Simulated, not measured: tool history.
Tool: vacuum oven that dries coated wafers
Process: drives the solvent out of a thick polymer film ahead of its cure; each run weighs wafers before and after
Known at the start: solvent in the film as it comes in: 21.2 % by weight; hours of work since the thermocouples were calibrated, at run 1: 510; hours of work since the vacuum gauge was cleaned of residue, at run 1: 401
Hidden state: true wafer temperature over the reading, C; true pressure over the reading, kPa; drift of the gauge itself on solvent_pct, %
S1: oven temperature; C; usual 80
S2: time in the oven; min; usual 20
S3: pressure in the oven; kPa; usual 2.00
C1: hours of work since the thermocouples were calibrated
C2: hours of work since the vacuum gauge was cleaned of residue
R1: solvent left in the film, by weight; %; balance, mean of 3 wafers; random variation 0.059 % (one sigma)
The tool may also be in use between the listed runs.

run   hour  S1  S2    S3   C1   C2    R1
  1    0.0  80  20  2.00  510  401  3.54
  2   20.0  80  20  2.00  520  411  3.56
  3   46.6  80  11  2.00  534  425  6.72
  4   62.2  80  20  2.00  542  433  3.58
  5   83.7  80  20  2.00  553  444  3.44
  6  107.2  80  20  2.00  565  456  3.64
  7  130.3  80  20  2.00  577  468  3.66
  8  149.5  80  20  2.00  587  477  3.71
  9  179.9  75  20  1.25  602  493  5.12
 10  194.8  94  25  4.50  610  501  1.72
 11  216.5  93  23  2.71  621  512  1.17
 12  233.0  85  13  7.87  629  520  6.49
 13  255.0  85  13  7.87  641  531  6.46
 14  281.7  85  13  7.87  654  545  6.46

5 ways to go on from here, each from the tool as it stands after run 14. What would each give?
  A  296.5  80  12  3.12  662  553   ?
  B  296.5  80  31  1.97  662  553   ?
  C  296.5  83  20  4.74  662  553   ?
  D  296.5  95  29  1.84  662  553   ?
  E  296.5  85  13  5.18  662  553   ?

run    R1
  A  6.90
  B  2.00
  C  4.35
  D  0.62
  E  5.31
Without the tool's hidden state the same runs would have given:
run    R1
  A  6.24
  B  1.66
  C  3.87
  D  0.54
  E  4.73
